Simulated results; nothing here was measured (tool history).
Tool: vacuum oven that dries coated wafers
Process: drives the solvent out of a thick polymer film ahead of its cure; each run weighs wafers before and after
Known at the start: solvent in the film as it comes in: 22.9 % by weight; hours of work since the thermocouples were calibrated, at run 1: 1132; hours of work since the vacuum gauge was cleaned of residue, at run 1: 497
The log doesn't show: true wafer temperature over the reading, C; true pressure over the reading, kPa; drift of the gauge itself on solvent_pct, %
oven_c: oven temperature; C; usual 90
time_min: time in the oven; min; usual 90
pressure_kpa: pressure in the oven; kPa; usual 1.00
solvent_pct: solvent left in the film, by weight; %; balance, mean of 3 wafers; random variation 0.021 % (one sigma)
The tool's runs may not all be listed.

run    hour  oven_c  time_min  pressure_kpa  hours of work since the thermocouples were calibrated  hours of work since the vacuum gauge was cleaned of residue  solvent_pct
  1     0.0      90        90          1.00                                                   1132                                                          497         1.83
       51.4  -- oven's thermocouples calibrated
  2    90.7      90        90          1.00                                                     31                                                          566         2.12
  3   140.0      90        90          1.00                                                     70                                                          605         2.12
  4   237.5      90        90          3.23                                                    147                                                          682         2.86
  5   315.7      90        90          3.23                                                    208                                                          744         2.82
  6   401.9      93        90          1.00                                                    276                                                          812         1.33
  7   492.4      90        90          0.59                                                    348                                                          883         1.87
  8   592.9      90        90          0.59                                                    427                                                          963         1.82
  9   653.7      90        90          0.59                                                    475                                                         1011         1.88
 10   697.1      90        90          0.59                                                    509                                                         1045         1.83
 11   744.0      90       114          1.12                                                    546                                                         1082         1.28
 12   836.9      76        58          3.14                                                    620                                                         1155        11.22
 13   908.1      95        81          1.23                                                    676                                                         1211         1.22
 14   951.7      95        81          1.23                                                    710                                                         1246         1.22
 15  1029.0      90        54          0.50                                                    771                                                         1307         4.27
 16  1131.7      90        68          0.58                                                    852                                                         1388         2.95
 17  1217.8      83        90          1.00                                                    920                                                         1456         4.25
 18  1310.2      83        90          1.00                                                    993                                                         1529         4.21
 19  1405.4      90        45          1.00                                                   1068                                                         1604         5.46
 20  1505.4      90        45          1.00                                                   1147                                                         1683         5.42

Forecast each of these 4 alternatives for the next run:
     1544.4  -- oven's thermocouples calibrated
  A  1566.3      99       153          3.38                                                     17                                                         1729            ?
     1544.4  -- oven's thermocouples calibrated
  B  1566.3     104        63          1.00                                                     17                                                         1729            ?
     1544.4  -- oven's thermocouples calibrated
  C  1566.3     100        91          1.00                                                     17                                                         1729            ?
     1544.4  -- oven's thermocouples calibrated
  D  1566.3      93        45          1.00                                                     17                                                         1729            ?

run  solvent_pct
  A         1.02
  B         0.66
  C         0.57
  D         4.93
Without the tool's hidden state the same runs would have given:
run  solvent_pct
  A         0.95
  B         0.60
  C         0.50
  D         4.85
